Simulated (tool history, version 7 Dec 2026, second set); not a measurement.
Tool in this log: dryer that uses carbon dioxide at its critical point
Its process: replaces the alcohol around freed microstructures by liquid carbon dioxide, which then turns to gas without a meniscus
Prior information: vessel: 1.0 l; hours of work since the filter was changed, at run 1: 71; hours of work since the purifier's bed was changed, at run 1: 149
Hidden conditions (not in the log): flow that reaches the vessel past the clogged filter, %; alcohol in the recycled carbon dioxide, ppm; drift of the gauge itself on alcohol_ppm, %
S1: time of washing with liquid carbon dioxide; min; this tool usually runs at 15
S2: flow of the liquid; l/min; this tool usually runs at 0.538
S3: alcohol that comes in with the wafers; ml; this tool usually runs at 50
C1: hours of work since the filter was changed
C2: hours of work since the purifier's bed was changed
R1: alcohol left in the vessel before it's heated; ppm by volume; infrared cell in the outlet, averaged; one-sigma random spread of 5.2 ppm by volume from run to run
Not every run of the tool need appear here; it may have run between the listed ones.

run,hour,S1,S2,S3,C1,C2,R1
1,0,15,0.538,50,71,149,183
2,8.7,15,0.538,50,75,152,188
3,14.6,15,0.538,50,77,155,190
4,21.7,15,0.538,50,80,158,186
5,26.8,15,0.538,50,82,160,193
6,34.1,15,0.538,50,85,163,185
7,43,15,0.538,50,89,167,193
8,51.1,15,0.538,50,92,170,205
9,60.1,15,0.538,50,96,174,205
10,66.4,15,0.538,50,99,177,196
11,75,15,0.538,50,102,180,190
12,79.3,15,0.538,50,104,182,214
13,86.8,15,0.538,50,107,185,224
14,91,15,0.538,50,109,187,214
15,95.4,15,0.538,50,111,189,215
16,101.2,15,0.538,50,113,191,220
17,108.6,15,0.538,50,117,194,219
18,116.6,15,0.538,50,120,198,234
19,123.9,15,0.538,50,123,201,233
20,131.3,15,0.61,50,126,204,135
21,135.7,15,0.61,50,128,206,130
22,143.6,15,0.61,50,131,209,129
23,150.7,15,0.61,50,134,212,141
24,159.4,15,0.538,29,138,216,159
25,166.5,21,0.721,74,141,219,42
26,172.9,21,0.721,74,143,221,45
27,177.5,13,0.902,44,145,223,62
28,186.3,17,0.616,23,149,227,69
29,195.4,17,0.616,23,153,231,62
30,202.9,17,0.616,23,156,234,57
31,209.8,15,0.502,31,159,237,245
32,217,15,0.502,31,162,240,257
33,224.8,19,0.621,29,165,243,56
34,228.7,14,0.566,27,167,245,187
35,237.6,15,0.536,21,171,248,161
36,244.5,15,0.536,21,173,251,150
37,250.3,15,0.337,61,176,254,2206
38,254.4,15,0.337,61,178,255,2207
# hour 257.4: inlet filter changed
39,260.7,23,0.495,50,1,258,60
40,266.7,16,0.495,50,4,260,154
41,270.9,16,0.812,96,6,262,60
42,279,16,0.461,73,9,265,327
43,285,15,0.527,50,12,268,167
44,291.8,14,0.409,20,14,271,303
45,300.1,14,0.409,20,18,274,318
46,307.9,14,0.409,20,21,277,317
47,315.7,15,0.36,51,24,281,935

What if the next run were any one of these 3? Each begins from the tool's condition after run 47:
A,322.3,11,0.36,118,27,283,?
B,322.3,15,0.538,71,27,283,?
C,322.3,21,0.538,72,27,283,?

run,R1
A,5883
B,230
C,72
Without the tool's unlogged condition, the same runs would have read:
run,R1
A,5436
B,158
C,22
